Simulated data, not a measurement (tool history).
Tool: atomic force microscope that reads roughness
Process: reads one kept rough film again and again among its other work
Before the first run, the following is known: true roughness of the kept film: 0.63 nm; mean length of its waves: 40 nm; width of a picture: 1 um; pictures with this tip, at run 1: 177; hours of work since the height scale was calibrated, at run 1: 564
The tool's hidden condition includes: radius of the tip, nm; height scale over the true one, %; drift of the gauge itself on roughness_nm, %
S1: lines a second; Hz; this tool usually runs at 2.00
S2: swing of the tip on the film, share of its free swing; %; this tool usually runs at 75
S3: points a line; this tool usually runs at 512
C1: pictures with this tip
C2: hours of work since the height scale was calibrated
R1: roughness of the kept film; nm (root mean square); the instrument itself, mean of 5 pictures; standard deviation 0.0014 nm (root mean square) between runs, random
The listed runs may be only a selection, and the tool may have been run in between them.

| run | hour | S1 | S2 | S3 | C1 | C2 | R1 |
|---|---|---|---|---|---|---|---|
| 1 | 0.0 | 2.00 | 75 | 512 | 177 | 564 | 0.529 |
| 2 | 22.4 | 2.00 | 75 | 512 | 229 | 580 | 0.524 |
| 3 | 35.3 | 2.00 | 75 | 512 | 259 | 589 | 0.525 |
| 4 | 55.9 | 2.00 | 75 | 512 | 307 | 604 | 0.523 |
|  | 67.6 | new tip fitted |
| 5 | 72.3 | 2.00 | 75 | 512 | 10 | 615 | 0.532 |
| 6 | 88.4 | 2.00 | 75 | 512 | 48 | 627 | 0.532 |
| 7 | 103.9 | 2.00 | 75 | 512 | 84 | 638 | 0.533 |
| 8 | 115.4 | 2.00 | 75 | 512 | 111 | 646 | 0.532 |
| 9 | 130.2 | 2.00 | 75 | 677 | 146 | 657 | 0.532 |
| 10 | 153.0 | 2.32 | 75 | 677 | 199 | 673 | 0.514 |
| 11 | 163.5 | 2.18 | 75 | 677 | 223 | 681 | 0.521 |
| 12 | 185.3 | 2.00 | 75 | 512 | 274 | 697 | 0.528 |
| 13 | 206.8 | 2.00 | 75 | 512 | 324 | 712 | 0.526 |
|  | 211.3 | new tip fitted |
| 14 | 222.9 | 2.00 | 75 | 512 | 27 | 723 | 0.532 |
| 15 | 234.0 | 2.00 | 75 | 512 | 53 | 731 | 0.533 |
| 16 | 257.7 | 2.00 | 75 | 512 | 108 | 748 | 0.531 |
| 17 | 271.2 | 2.00 | 75 | 512 | 139 | 758 | 0.532 |
| 18 | 284.0 | 2.00 | 75 | 512 | 169 | 767 | 0.528 |
| 19 | 302.5 | 2.00 | 75 | 427 | 213 | 781 | 0.529 |
| 20 | 322.2 | 2.00 | 75 | 427 | 259 | 795 | 0.527 |
| 21 | 332.3 | 2.00 | 75 | 427 | 282 | 802 | 0.527 |
| 22 | 343.1 | 2.00 | 75 | 427 | 307 | 810 | 0.525 |
|  | 354.9 | new tip fitted |
| 23 | 365.6 | 2.00 | 75 | 512 | 25 | 826 | 0.534 |
| 24 | 381.4 | 2.00 | 75 | 512 | 61 | 837 | 0.533 |
| 25 | 399.9 | 3.41 | 75 | 770 | 105 | 850 | 0.482 |
| 26 | 422.4 | 1.97 | 61 | 366 | 157 | 866 | 0.580 |
| 27 | 434.0 | 3.78 | 61 | 801 | 184 | 875 | 0.546 |
|  | 436.8 | height scale calibrated on a step standard |
| 28 | 453.4 | 0.56 | 61 | 503 | 227 | 12 | 0.612 |
| 29 | 469.3 | 1.59 | 75 | 853 | 264 | 23 | 0.546 |
|  | 472.8 | height scale calibrated on a step standard, once more |
| 30 | 492.8 | 1.59 | 75 | 853 | 317 | 14 | 0.538 |
|  | 500.9 | new tip fitted |
| 31 | 509.2 | 3.07 | 75 | 767 | 19 | 26 | 0.493 |
| 32 | 521.7 | 0.58 | 75 | 643 | 48 | 35 | 0.593 |
| 33 | 533.1 | 0.99 | 65 | 485 | 75 | 43 | 0.590 |
| 34 | 551.2 | 0.71 | 85 | 485 | 117 | 56 | 0.562 |
| 35 | 570.1 | 1.06 | 75 | 383 | 161 | 70 | 0.565 |
| 36 | 583.6 | 2.00 | 57 | 617 | 193 | 79 | 0.584 |
| 37 | 598.4 | 3.55 | 75 | 899 | 227 | 90 | 0.471 |

Predict the results of run 38:
| 38 | 608.3 | 2.00 | 75 | 458 | 250 | 97 | ? |

{"run 38": {"R1": 0.524}}
With the hidden condition absent and the run-to-run variation left alone, this run would have shown R1 0.530 nm (root mean square).
